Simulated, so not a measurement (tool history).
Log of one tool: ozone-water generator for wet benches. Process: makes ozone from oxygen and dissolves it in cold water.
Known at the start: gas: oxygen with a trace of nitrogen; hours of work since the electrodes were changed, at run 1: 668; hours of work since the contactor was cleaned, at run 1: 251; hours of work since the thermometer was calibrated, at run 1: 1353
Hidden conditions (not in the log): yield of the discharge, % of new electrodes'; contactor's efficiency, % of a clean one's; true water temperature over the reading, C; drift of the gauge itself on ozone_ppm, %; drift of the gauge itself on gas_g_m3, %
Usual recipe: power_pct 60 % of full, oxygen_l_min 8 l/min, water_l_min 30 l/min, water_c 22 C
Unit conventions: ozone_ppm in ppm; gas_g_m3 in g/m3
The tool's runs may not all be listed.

run     day  power_pct  oxygen_l_min  water_l_min  water_c  hours of work since the electrodes were changed  hours of work since the contactor was cleaned  hours of work since the thermometer was calibrated  ozone_ppm  gas_g_m3
  1       0         60             8           30       22                                              668                                            251                                                1353       13.2     126.5
  2   1.196         60             8           30       22                                              693                                            275                                                1378       13.3     126.1
  3   2.412         60             8           30       22                                              718                                            300                                                1403       13.2     124.8
  4   3.479         60             8           30       27                                              740                                            322                                                1425       12.2     126.9
  5   4.221         60             8           30       27                                              755                                            338                                                1440       12.2     125.5
  6   5.362         60             8           22       22                                              779                                            361                                                1464       16.8     125.4
  7   6.242         60             8           22       22                                              797                                            380                                                1482       16.9       126
  8   7.517         60             8           22       22                                              823                                            406                                                1508       16.5     123.9
  9   8.446         60         11.46           30       22                                              843                                            425                                                1528         13     101.9
 10  10.038         60         11.46           30       22                                              876                                            458                                                1561       12.8     103.5
 11  11.346         60         11.46           30       22                                              903                                            485                                                1588       12.8     101.6
 12  12.304         60          4.32           30       22                                              922                                            505                                                1607       12.9     177.6
 13  13.312         60          4.32           30       22                                              943                                            526                                                1628       13.4     176.8
 14  14.875         60             8           30       22                                              976                                            558                                                1661       13.2     125.2
 15  15.679         60             8           30       22                                              992                                            575                                                1677       13.3     126.7
 16  17.254         60             8           30       22                                             1025                                            607                                                1710         13     125.5
 17  18.258         60             8           30       22                                             1045                                            628                                                1730       13.2     125.4
 18  19.896         50          4.05           30       27                                             1079                                            662                                                1764       10.9     164.5

Run 19 is up next; what results do you expect?
 19  21.271         60             8           46       22                                             1108                                            690                                                1793          ?         ?

ozone_ppm: 9.1 ppm
gas_g_m3: 124.3 g/m3
If the tool had no hidden condition, the same run with the same run-to-run variation would have returned ozone_ppm 9.3 ppm, gas_g_m3 126.1 g/m3.
